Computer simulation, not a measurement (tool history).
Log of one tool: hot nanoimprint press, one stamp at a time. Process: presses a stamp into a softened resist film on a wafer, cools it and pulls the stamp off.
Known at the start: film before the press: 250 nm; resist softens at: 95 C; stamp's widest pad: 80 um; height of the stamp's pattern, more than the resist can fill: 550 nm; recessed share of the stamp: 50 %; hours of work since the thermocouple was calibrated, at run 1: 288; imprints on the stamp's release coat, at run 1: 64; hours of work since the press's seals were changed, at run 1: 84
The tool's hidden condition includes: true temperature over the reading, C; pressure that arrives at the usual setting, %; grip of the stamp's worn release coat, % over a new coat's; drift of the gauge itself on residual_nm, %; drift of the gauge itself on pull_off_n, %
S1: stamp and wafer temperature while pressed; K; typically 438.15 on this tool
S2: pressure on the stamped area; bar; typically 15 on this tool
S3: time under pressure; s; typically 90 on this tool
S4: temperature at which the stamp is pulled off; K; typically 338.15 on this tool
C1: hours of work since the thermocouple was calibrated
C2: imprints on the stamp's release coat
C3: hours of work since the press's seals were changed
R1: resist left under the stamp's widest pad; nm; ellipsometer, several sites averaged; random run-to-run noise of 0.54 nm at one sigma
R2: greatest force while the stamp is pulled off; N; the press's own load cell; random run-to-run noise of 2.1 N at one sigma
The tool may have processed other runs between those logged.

{"run": 1, "hour": 0.0, "S1": 438.15, "S2": 15, "S3": 90, "S4": 338.15, "C1": 288, "C2": 64, "C3": 84, "R1": 106.5, "R2": 93}
{"run": 2, "hour": 4.6, "S1": 438.15, "S2": 15, "S3": 90, "S4": 330.15, "C1": 290, "C2": 78, "C3": 86, "R1": 105.4, "R2": 103}
{"run": 3, "hour": 13.6, "S1": 438.15, "S2": 15, "S3": 90, "S4": 330.15, "C1": 294, "C2": 105, "C3": 90, "R1": 105, "R2": 104}
{"run": 4, "hour": 19.3, "S1": 438.15, "S2": 15, "S3": 90, "S4": 330.15, "C1": 296, "C2": 122, "C3": 92, "R1": 105.6, "R2": 103}
{"run": 5, "hour": 24.2, "S1": 438.15, "S2": 15, "S3": 90, "S4": 330.15, "C1": 298, "C2": 137, "C3": 94, "R1": 105.6, "R2": 107}
{"run": 6, "hour": 30.6, "S1": 438.15, "S2": 15, "S3": 90, "S4": 345.15, "C1": 301, "C2": 156, "C3": 97, "R1": 106.1, "R2": 78}
{"run": 7, "hour": 40.0, "S1": 438.15, "S2": 15, "S3": 90, "S4": 338.15, "C1": 306, "C2": 184, "C3": 102, "R1": 103.5, "R2": 94}
{"run": 8, "hour": 48.4, "S1": 438.15, "S2": 15, "S3": 90, "S4": 338.15, "C1": 309, "C2": 210, "C3": 105, "R1": 105.2, "R2": 93}
{"run": 9, "hour": 54.2, "S1": 438.15, "S2": 15, "S3": 85, "S4": 338.15, "C1": 312, "C2": 227, "C3": 108, "R1": 107.4, "R2": 90}
{"run": 10, "hour": 60.7, "S1": 438.15, "S2": 12.3, "S3": 90, "S4": 338.15, "C1": 315, "C2": 246, "C3": 111, "R1": 115.5, "R2": 93}
{"run": 11, "hour": 70.1, "S1": 438.15, "S2": 12.3, "S3": 49, "S4": 338.15, "C1": 319, "C2": 275, "C3": 115, "R1": 142.7, "R2": 86}
{"run": 12, "hour": 76.3, "S1": 438.15, "S2": 15, "S3": 90, "S4": 338.15, "C1": 322, "C2": 293, "C3": 118, "R1": 105.1, "R2": 95}
{"run": 13, "hour": 82.1, "S1": 438.15, "S2": 15, "S3": 90, "S4": 338.15, "C1": 324, "C2": 311, "C3": 120, "R1": 104.2, "R2": 96}
{"run": 14, "hour": 88.1, "S1": 438.15, "S2": 15, "S3": 90, "S4": 338.15, "C1": 327, "C2": 329, "C3": 123, "R1": 104.7, "R2": 94}
{"run": 15, "hour": 95.8, "S1": 450.15, "S2": 15, "S3": 90, "S4": 338.15, "C1": 331, "C2": 352, "C3": 127, "R1": 63, "R2": 91}
{"hour": 102.9, "done": "plate thermocouple calibrated"}
{"run": 16, "hour": 103.5, "S1": 450.15, "S2": 15, "S3": 90, "S4": 338.15, "C1": 0, "C2": 366, "C3": 129, "R1": 63.4, "R2": 94}
{"run": 17, "hour": 113.8, "S1": 441.15, "S2": 18.7, "S3": 90, "S4": 338.15, "C1": 5, "C2": 397, "C3": 133, "R1": 81.7, "R2": 91}
{"run": 18, "hour": 118.3, "S1": 434.15, "S2": 9.4, "S3": 90, "S4": 338.15, "C1": 7, "C2": 410, "C3": 135, "R1": 152.1, "R2": 93}
{"run": 19, "hour": 123.9, "S1": 448.15, "S2": 11.9, "S3": 118, "S4": 342.15, "C1": 9, "C2": 427, "C3": 138, "R1": 70, "R2": 81}
{"run": 20, "hour": 130.0, "S1": 448.15, "S2": 11.9, "S3": 118, "S4": 342.15, "C1": 12, "C2": 445, "C3": 141, "R1": 70.2, "R2": 86}
{"run": 21, "hour": 140.2, "S1": 434.15, "S2": 9.3, "S3": 91, "S4": 335.15, "C1": 17, "C2": 476, "C3": 145, "R1": 154, "R2": 100}
{"run": 22, "hour": 150.0, "S1": 434.15, "S2": 9.3, "S3": 91, "S4": 335.15, "C1": 21, "C2": 505, "C3": 150, "R1": 153.9, "R2": 96}
{"run": 23, "hour": 154.8, "S1": 441.15, "S2": 13, "S3": 91, "S4": 335.15, "C1": 23, "C2": 520, "C3": 152, "R1": 98, "R2": 98}
{"run": 24, "hour": 164.0, "S1": 441.15, "S2": 13, "S3": 91, "S4": 335.15, "C1": 27, "C2": 548, "C3": 156, "R1": 97.9, "R2": 96}
{"run": 25, "hour": 172.2, "S1": 438.15, "S2": 22.8, "S3": 49, "S4": 325.15, "C1": 31, "C2": 572, "C3": 160, "R1": 104, "R2": 112}
{"run": 26, "hour": 178.8, "S1": 438.15, "S2": 14, "S3": 90, "S4": 330.15, "C1": 34, "C2": 592, "C3": 163, "R1": 107.8, "R2": 107}
{"run": 27, "hour": 184.7, "S1": 431.15, "S2": 20.9, "S3": 89, "S4": 332.15, "C1": 37, "C2": 610, "C3": 165, "R1": 120.3, "R2": 101}
{"run": 28, "hour": 189.1, "S1": 431.15, "S2": 20.9, "S3": 89, "S4": 332.15, "C1": 39, "C2": 623, "C3": 167, "R1": 120, "R2": 104}
{"run": 29, "hour": 197.3, "S1": 431.15, "S2": 20.9, "S3": 89, "S4": 332.15, "C1": 42, "C2": 648, "C3": 171, "R1": 120, "R2": 101}

Each row is a separate what-if for the run after 29, all from the same tool condition, not one after another. Results?
{"run": "A", "hour": 205.3, "S1": 431.15, "S2": 20.9, "S3": 89, "S4": 329.15, "C1": 46, "C2": 671, "C3": 174, "R1": "?", "R2": "?"}
{"run": "B", "hour": 205.3, "S1": 438.15, "S2": 15, "S3": 90, "S4": 327.15, "C1": 46, "C2": 671, "C3": 174, "R1": "?", "R2": "?"}
{"run": "C", "hour": 205.3, "S1": 431.15, "S2": 10.5, "S3": 89, "S4": 332.15, "C1": 46, "C2": 671, "C3": 174, "R1": "?", "R2": "?"}
{"run": "D", "hour": 205.3, "S1": 427.15, "S2": 20.9, "S3": 89, "S4": 335.15, "C1": 46, "C2": 671, "C3": 174, "R1": "?", "R2": "?"}

run=A R1=120.5 R2=105
run=B R1=104.8 R2=112
run=C R1=163.5 R2=101
run=D R1=142.1 R2=95
Without the tool's unlogged condition, the same runs would have read:
run=A R1=122.8 R2=105
run=B R1=106.8 R2=112
run=C R1=166.6 R2=101
run=D R1=144.9 R2=94

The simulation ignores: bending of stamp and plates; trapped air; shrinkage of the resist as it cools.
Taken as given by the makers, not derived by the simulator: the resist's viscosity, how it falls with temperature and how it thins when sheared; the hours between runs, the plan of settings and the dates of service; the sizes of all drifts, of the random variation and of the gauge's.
